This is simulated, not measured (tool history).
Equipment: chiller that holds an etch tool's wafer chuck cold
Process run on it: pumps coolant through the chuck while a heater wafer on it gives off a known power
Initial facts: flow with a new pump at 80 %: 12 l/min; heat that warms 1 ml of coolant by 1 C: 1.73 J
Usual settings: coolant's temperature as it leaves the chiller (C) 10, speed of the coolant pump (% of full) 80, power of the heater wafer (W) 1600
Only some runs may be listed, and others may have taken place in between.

| run | hour | coolant's temperature as it leaves the chiller (C) | speed of the coolant pump (% of full) | power of the heater wafer (W) | chuck's temperature once it has settled (C) | how much warmer the coolant comes back (C) |
|---|---|---|---|---|---|---|
| 1 | 0.0 | 10 | 80 | 1600 | 24.1 | 4.71 |
| 2 | 28.9 | 10 | 80 | 1600 | 24.0 | 4.67 |
| 3 | 53.2 | 10 | 80 | 1600 | 23.9 | 4.66 |
| 4 | 76.0 | 10 | 80 | 1600 | 24.0 | 4.69 |
| 5 | 106.9 | 10 | 80 | 1600 | 24.1 | 4.63 |
| 6 | 134.4 | 10 | 80 | 1600 | 24.0 | 4.67 |
| 7 | 167.7 | 15 | 72 | 1600 | 30.0 | 5.30 |
| 8 | 196.2 | 12 | 72 | 1640 | 27.5 | 5.40 |
| 9 | 212.7 | 10 | 80 | 1600 | 24.3 | 4.64 |
| 10 | 230.6 | 14 | 76 | 838 | 21.4 | 2.62 |
| 11 | 248.3 | 14 | 76 | 838 | 21.4 | 2.61 |
| 12 | 271.5 | 14 | 76 | 838 | 21.6 | 2.52 |

Below are 3 alternative next runs, each starting from the tool's condition after run 12. Predict each:
| A | 307.1 | 17 | 76 | 1313 | ? | ? |
| B | 307.1 | 4 | 76 | 1329 | ? | ? |
| C | 307.1 | 18 | 90 | 1792 | ? | ? |

| run | chuck's temperature once it has settled (C) | how much warmer the coolant comes back (C) |
|---|---|---|
| A | 28.9 | 4.08 |
| B | 16.0 | 4.10 |
| C | 32.9 | 4.72 |
Take away the tool's hidden state, keep each run's random variation, and the runs would have read:
| run | chuck's temperature once it has settled (C) | how much warmer the coolant comes back (C) |
|---|---|---|
| A | 28.7 | 4.03 |
| B | 15.8 | 4.05 |
| C | 32.6 | 4.66 |

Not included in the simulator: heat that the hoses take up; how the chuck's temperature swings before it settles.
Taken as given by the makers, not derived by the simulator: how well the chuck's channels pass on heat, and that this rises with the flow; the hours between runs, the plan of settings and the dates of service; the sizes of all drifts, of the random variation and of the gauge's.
